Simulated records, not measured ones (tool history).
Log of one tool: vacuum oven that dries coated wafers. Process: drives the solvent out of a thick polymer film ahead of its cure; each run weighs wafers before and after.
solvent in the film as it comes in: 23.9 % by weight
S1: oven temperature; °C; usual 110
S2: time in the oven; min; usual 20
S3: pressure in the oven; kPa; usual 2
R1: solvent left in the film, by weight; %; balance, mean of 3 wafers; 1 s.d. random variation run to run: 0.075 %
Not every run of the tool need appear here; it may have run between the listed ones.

{"run": 1, "hour": 0.0, "S1": 110, "S2": 20, "S3": 2, "R1": 5.74}
{"run": 2, "hour": 21.6, "S1": 110, "S2": 20, "S3": 2, "R1": 5.89}
{"run": 3, "hour": 35.1, "S1": 110, "S2": 20, "S3": 2, "R1": 5.85}
{"run": 4, "hour": 44.7, "S1": 110, "S2": 20, "S3": 2, "R1": 5.78}
{"run": 5, "hour": 67.4, "S1": 110, "S2": 20, "S3": 2, "R1": 5.83}
{"run": 6, "hour": 90.5, "S1": 110, "S2": 20, "S3": 2, "R1": 5.71}
{"run": 7, "hour": 110.9, "S1": 110, "S2": 20, "S3": 2, "R1": 5.76}
{"run": 8, "hour": 123.9, "S1": 105, "S2": 20, "S3": 2, "R1": 7.22}
{"run": 9, "hour": 139.5, "S1": 105, "S2": 20, "S3": 2, "R1": 7.36}
{"run": 10, "hour": 157.1, "S1": 105, "S2": 20, "S3": 2, "R1": 7.3}
{"run": 11, "hour": 171.5, "S1": 110, "S2": 20, "S3": 1.21, "R1": 5.63}
{"run": 12, "hour": 181.2, "S1": 110, "S2": 20, "S3": 1.21, "R1": 5.55}
{"run": 13, "hour": 197.4, "S1": 114, "S2": 17, "S3": 2, "R1": 5.91}
{"run": 14, "hour": 220.3, "S1": 114, "S2": 17, "S3": 2, "R1": 5.88}
{"run": 15, "hour": 235.3, "S1": 110, "S2": 14, "S3": 2.36, "R1": 8.28}
{"run": 16, "hour": 254.0, "S1": 101, "S2": 27, "S3": 1.06, "R1": 6.05}
{"run": 17, "hour": 268.5, "S1": 101, "S2": 27, "S3": 1.06, "R1": 5.97}
{"run": 18, "hour": 288.9, "S1": 101, "S2": 27, "S3": 1.06, "R1": 6.05}
{"run": 19, "hour": 298.7, "S1": 104, "S2": 12, "S3": 1.06, "R1": 10.92}
{"hour": 304.0, "done": "oven's thermocouples calibrated"}
{"run": 20, "hour": 318.8, "S1": 104, "S2": 12, "S3": 1.06, "R1": 10.79}
{"run": 21, "hour": 336.5, "S1": 104, "S2": 27, "S3": 2.83, "R1": 5.83}
{"run": 22, "hour": 355.7, "S1": 110, "S2": 15, "S3": 2, "R1": 7.89}
{"run": 23, "hour": 376.1, "S1": 110, "S2": 15, "S3": 1.99, "R1": 7.75}

Consider 4 possible next runs. They are alternatives, not a sequence: every one starts from the tool as it was left by run 23. What does each give?
{"run": "A", "hour": 388.7, "S1": 110, "S2": 25, "S3": 1.71, "R1": "?"}
{"run": "B", "hour": 388.7, "S1": 105, "S2": 20, "S3": 2, "R1": "?"}
{"run": "C", "hour": 388.7, "S1": 110, "S2": 23, "S3": 1.08, "R1": "?"}
{"run": "D", "hour": 388.7, "S1": 110, "S2": 27, "S3": 2, "R1": "?"}

run=A R1=4.27
run=B R1=7.15
run=C R1=4.63
run=D R1=4.07
Without the tool's unlogged condition, the same runs would have read:
run=A R1=4.02
run=B R1=6.86
run=C R1=4.38
run=D R1=3.82
